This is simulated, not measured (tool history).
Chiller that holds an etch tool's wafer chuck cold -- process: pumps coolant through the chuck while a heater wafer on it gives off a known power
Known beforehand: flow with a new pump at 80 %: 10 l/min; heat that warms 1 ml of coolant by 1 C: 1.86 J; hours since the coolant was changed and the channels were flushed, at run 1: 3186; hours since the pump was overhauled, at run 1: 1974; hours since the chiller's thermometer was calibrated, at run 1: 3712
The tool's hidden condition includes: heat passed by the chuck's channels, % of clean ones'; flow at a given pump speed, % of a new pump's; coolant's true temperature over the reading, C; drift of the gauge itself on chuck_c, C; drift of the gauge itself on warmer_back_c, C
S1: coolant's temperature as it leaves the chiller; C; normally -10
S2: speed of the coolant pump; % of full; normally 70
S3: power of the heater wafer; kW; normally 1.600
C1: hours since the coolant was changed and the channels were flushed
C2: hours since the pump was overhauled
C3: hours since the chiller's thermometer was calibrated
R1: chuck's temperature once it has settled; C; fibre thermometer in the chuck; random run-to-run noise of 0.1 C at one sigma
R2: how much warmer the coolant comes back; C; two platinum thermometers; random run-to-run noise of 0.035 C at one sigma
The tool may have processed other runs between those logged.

Run 1, hour 0.0: usual settings; C1 3186; C2 1974; C3 3712. Result: R1 3.0 C, R2 6.19 C.
Run 2, hour 36.5: usual settings; C1 3222; C2 2010; C3 3749. Result: R1 2.9 C, R2 6.14 C.
Run 3, hour 95.2: usual settings; C1 3281; C2 2069; C3 3807. Result: R1 3.0 C, R2 6.13 C.
Run 4, hour 162.0: usual settings; C1 3348; C2 2136; C3 3874. Result: R1 3.0 C, R2 6.16 C.
Run 5, hour 240.7: usual settings; C1 3426; C2 2215; C3 3953. Result: R1 3.1 C, R2 6.09 C.
Run 6, hour 315.0: usual settings; C1 3501; C2 2289; C3 4027. Result: R1 3.1 C, R2 6.16 C.
Run 7, hour 373.2: usual settings but S1 -12 C, S2 80 % of full; C1 3559; C2 2347; C3 4085. Result: R1 0.0 C, R2 5.32 C.
Run 8, hour 462.6: usual settings but S1 -3 C, S2 72 % of full, S3 1.274 kW; C1 3648; C2 2436; C3 4175. Result: R1 7.5 C, R2 4.74 C.
Run 9, hour 516.3: usual settings but S1 -3 C, S2 74 % of full, S3 1.952 kW; C1 3702; C2 2490; C3 4229. Result: R1 12.6 C, R2 7.08 C.
Run 10, hour 583.8: usual settings but S1 -11 C, S3 1.324 kW; C1 3769; C2 2558; C3 4296. Result: R1 0.0 C, R2 5.05 C.
Run 11, hour 672.4: usual settings but S1 -7 C, S2 73 % of full; C1 3858; C2 2646; C3 4385. Result: R1 5.8 C, R2 5.85 C.

Results per run with the tool's hidden condition removed, run-to-run variation unchanged:
run    R1    R2
  1   2.1  6.05
  2   2.0  6.00
  3   2.0  5.99
  4   2.1  6.01
  5   2.1  5.94
  6   2.1  6.01
  7  -1.0  5.18
  8   6.6  4.61
  9  11.4  6.89
 10  -0.9  4.91
 11   4.7  5.69

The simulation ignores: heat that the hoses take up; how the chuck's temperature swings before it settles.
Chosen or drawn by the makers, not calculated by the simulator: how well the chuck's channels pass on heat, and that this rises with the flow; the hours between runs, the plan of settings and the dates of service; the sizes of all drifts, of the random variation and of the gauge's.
